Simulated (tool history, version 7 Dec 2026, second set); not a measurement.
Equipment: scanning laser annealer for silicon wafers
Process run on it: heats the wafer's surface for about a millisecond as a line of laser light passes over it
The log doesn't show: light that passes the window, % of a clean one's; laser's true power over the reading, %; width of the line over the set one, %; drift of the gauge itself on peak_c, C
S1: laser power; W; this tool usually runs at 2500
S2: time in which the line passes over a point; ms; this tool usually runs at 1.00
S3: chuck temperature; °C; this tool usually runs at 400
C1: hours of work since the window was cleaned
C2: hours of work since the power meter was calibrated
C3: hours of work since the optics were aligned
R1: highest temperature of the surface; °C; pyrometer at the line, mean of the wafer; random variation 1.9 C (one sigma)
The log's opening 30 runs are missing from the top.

run     day    S1    S2   S3   C1    C2   C3    R1
 31  58.346  2500  1.18  400  563  1027   97  1203
 32  60.950  2500  1.18  400  605  1069  139  1202
 33  63.504  2303  1.18  400  646  1110  180  1138
 34  64.662  2303  1.18  400  665  1129  199  1139
 35  66.046  2643  1.00  400  687  1151  221  1178
     67.642  -- window over the wafer cleaned
 36  67.642  2511  0.88  393    0  1175  245  1100
 37  70.075  2511  0.88  393   39  1214  285  1097
 38  72.600  2511  0.88  393   80  1255  325  1098
 39  74.029  2289  0.92  362  103  1278  348  1021
 40  75.683  2289  0.87  362  130  1305  375  1002

Here are 5 independent what-if runs from the current tool condition. What would each one return?
  A  77.979  2500  1.00  395  167  1342  412   ?
  B  77.979  2289  0.87  440  167  1342  412   ?
  C  77.979  2357  1.00  389  167  1342  412   ?
  D  77.979  2500  0.82  387  167  1342  412   ?
  E  77.979  2463  1.17  400  167  1342  412   ?

run    R1
  A  1139
  B  1083
  C  1092
  D  1064
  E  1190
What these runs would have given with no unlogged condition in the tool:
run    R1
  A  1150
  B  1092
  C  1102
  D  1074
  E  1201

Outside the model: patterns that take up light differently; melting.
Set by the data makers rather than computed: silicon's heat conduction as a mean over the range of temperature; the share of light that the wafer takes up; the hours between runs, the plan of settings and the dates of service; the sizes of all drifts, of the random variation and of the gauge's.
